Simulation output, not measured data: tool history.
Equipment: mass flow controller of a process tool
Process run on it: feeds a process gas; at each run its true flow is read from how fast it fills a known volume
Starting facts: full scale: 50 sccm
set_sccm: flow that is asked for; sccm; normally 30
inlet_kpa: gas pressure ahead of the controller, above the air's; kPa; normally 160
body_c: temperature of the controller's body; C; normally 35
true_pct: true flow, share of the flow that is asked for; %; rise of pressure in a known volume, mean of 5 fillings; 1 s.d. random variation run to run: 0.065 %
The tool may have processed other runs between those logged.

run    hour  set_sccm  inlet_kpa  body_c  true_pct
  1     0.0        30        160      35     97.84
  2    85.7        30        211      35     97.55
  3   161.5        30        211      35     97.79
  4   203.9         5        160      35     96.70
  5   297.9         5        160      35     96.73
  6   393.0        30        160      35     97.74
  7   436.5        30        160      35     97.89
  8   494.6        30        160      35     97.86
  9   548.5        30        160      35     97.87
 10   616.4        21        160      35     97.29
 11   716.7        30        160      35     97.86
 12   794.3        30        160      24     98.78
 13   870.1        12        160      35     96.87
 14   966.5        30        160      35     97.69
 15  1038.3        30        160      35     97.69
 16  1132.8        30        160      35     97.78
 17  1202.3        30        160      35     97.70
 18  1265.9        30        160      35     97.81
 19  1338.6        30        160      35     97.78
 20  1398.8        30        160      35     97.91
 21  1485.5        13        160      39     96.64
 22  1531.3         5        150      24     97.91
 23  1606.1         5        187      40     96.42
 24  1686.2        10        152      21     98.05
 25  1783.5        30        169      23     98.66
 26  1866.5        30        169      23     98.82
 27  1946.8         8        169      23     97.85
 28  2031.5        12        160      23     97.98
 29  2106.6        18        268      21     97.96
 30  2203.9        18        268      21     97.96
 31  2273.6         9        165      23     97.84
 32  2353.9        48        196      25     99.62
 33  2413.7        46        148      37     98.66
 34  2481.4        30        231      33     97.68
 35  2565.9        30        231      33     97.65
 36  2631.6        30        160      34     97.89
 37  2711.9        15        216      35     96.75

Branching from run 37: 4 alternative next runs. What would each branch give?
  A  2802.6        48        216      23         ?
  B  2802.6        30        191      35         ?
  C  2802.6        17        225      23         ?
  D  2802.6         7        160      33         ?

run  true_pct
  A     99.62
  B     97.67
  C     97.82
  D     97.16
Stripped of hidden state, with their random variation kept, the same runs would have yielded:
run  true_pct
  A     99.94
  B     97.90
  C     97.88
  D     96.67

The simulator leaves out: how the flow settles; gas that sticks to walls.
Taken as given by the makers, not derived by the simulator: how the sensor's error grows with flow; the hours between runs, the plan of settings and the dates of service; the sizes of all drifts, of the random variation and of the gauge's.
